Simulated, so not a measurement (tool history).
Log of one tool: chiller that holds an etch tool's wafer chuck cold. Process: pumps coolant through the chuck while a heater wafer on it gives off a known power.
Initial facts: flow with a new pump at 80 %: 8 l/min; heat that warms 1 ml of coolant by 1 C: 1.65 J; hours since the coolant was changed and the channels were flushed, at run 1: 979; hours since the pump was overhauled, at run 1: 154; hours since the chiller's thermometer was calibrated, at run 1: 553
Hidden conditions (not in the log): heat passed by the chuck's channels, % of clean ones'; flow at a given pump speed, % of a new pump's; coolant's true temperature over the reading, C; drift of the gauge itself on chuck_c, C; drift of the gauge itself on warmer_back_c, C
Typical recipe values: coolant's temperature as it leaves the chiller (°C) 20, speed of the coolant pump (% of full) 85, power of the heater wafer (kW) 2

run   hour  coolant's temperature as it leaves the chiller (°C)  speed of the coolant pump (% of full)  power of the heater wafer (kW)  hours since the coolant was changed and the channels were flushed  hours since the pump was overhauled  hours since the chiller's thermometer was calibrated  chuck's temperature once it has settled (°C)  how much warmer the coolant comes back (C)
  1      0                                                   20                                     85                               2                                                                979                                  154                                                   553                                          38.8                                        8.43
  2   26.4                                                   20                                     85                               2                                                               1005                                  180                                                   580                                          38.7                                        8.47
  3   58.9                                                   20                                     74                               2                                                               1038                                  212                                                   612                                          40.9                                        9.96
  4   94.2                                                   20                                     74                               2                                                               1073                                  248                                                   648                                          40.9                                        9.85
  5    133                                                   20                                     74                               2                                                               1112                                  287                                                   686                                          40.9                                        9.78
  6  178.2                                                   20                                     74                               2                                                               1157                                  332                                                   732                                          40.9                                        9.88
  7  198.2                                                   28                                     71                           1.687                                                               1177                                  352                                                   752                                          46.2                                        8.62
  8  222.5                                                   28                                     71                           1.687                                                               1201                                  376                                                   776                                          46.2                                        8.68
  9  254.2                                                   11                                     90                           1.557                                                               1233                                  408                                                   808                                          25.1                                        6.09
 10  300.4                                                   20                                     89                           2.154                                                               1279                                  454                                                   854                                          39.5                                        8.52
 11  347.3                                                   28                                     85                           1.261                                                               1326                                  501                                                   901                                          39.7                                        5.13

What if the next run were any one of these 5? Each begins from the tool's condition after run 11:
  A  368.3                                                   11                                     72                               2                                                               1347                                  522                                                   922                                             ?                                           ?
  B  368.3                                                   14                                     65                           2.349                                                               1347                                  522                                                   922                                             ?                                           ?
  C  368.3                                                   14                                     76                           2.295                                                               1347                                  522                                                   922                                             ?                                           ?
  D  368.3                                                   11                                     85                               2                                                               1347                                  522                                                   922                                             ?                                           ?
  E  368.3                                                   13                                     85                           1.261                                                               1347                                  522                                                   922                                             ?                                           ?

run  chuck's temperature once it has settled (°C)  how much warmer the coolant comes back (C)
  A                                          32.3                                        9.98
  B                                          41.2                                        13.3
  C                                          37.5                                       10.88
  D                                          29.8                                        8.27
  E                                          24.8                                        5.17
What these runs would have given with no unlogged condition in the tool:
run  chuck's temperature once it has settled (°C)  how much warmer the coolant comes back (C)
  A                                          32.3                                        10.2
  B                                          41.2                                       13.52
  C                                          37.5                                        11.1
  D                                          29.8                                        8.49
  E                                          24.8                                         5.4
